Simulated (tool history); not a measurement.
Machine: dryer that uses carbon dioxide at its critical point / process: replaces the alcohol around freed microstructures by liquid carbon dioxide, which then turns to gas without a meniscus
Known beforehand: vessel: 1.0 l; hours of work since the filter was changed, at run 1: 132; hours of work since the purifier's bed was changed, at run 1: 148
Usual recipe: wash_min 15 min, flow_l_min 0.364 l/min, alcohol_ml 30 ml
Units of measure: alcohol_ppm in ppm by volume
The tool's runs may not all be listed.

run,hour,wash_min,flow_l_min,alcohol_ml,hours of work since the filter was changed,hours of work since the purifier's bed was changed,alcohol_ppm
1,0.0,15,0.364,30,132,148,671
2,8.4,15,0.364,30,137,153,698
3,18.1,15,0.364,30,144,160,729
4,29.6,15,0.364,30,152,168,723
5,40.3,15,0.364,42,160,176,1031
6,51.3,15,0.364,42,167,183,1048
7,64.8,15,0.364,42,177,193,1080
8,71.3,15,0.364,42,181,197,1070
9,85.9,13,0.231,30,191,207,3951
10,94.2,13,0.231,30,197,213,3906
11,107.3,13,0.231,30,206,222,3993
12,121.5,16,0.242,30,216,232,2252
13,130.2,16,0.242,30,222,238,2312
14,142.9,9,0.364,30,231,247,3471
15,149.1,9,0.364,30,235,251,3526
16,162.7,9,0.364,30,245,261,3784

Consider 4 possible next runs. They are alternatives, not a sequence: every one starts from the tool as it was left by run 16. What does each give?
A,170.4,17,0.364,101,250,266,?
B,170.4,9,0.364,43,250,266,?
C,170.4,16,0.356,35,250,266,?
D,170.4,21,0.531,70,250,266,?

run,alcohol_ppm
A,1931
B,5415
C,946
D,92
With the hidden condition removed and each run's random variation left untouched, the same runs would have given:
run,alcohol_ppm
A,922
B,3676
C,475
D,19
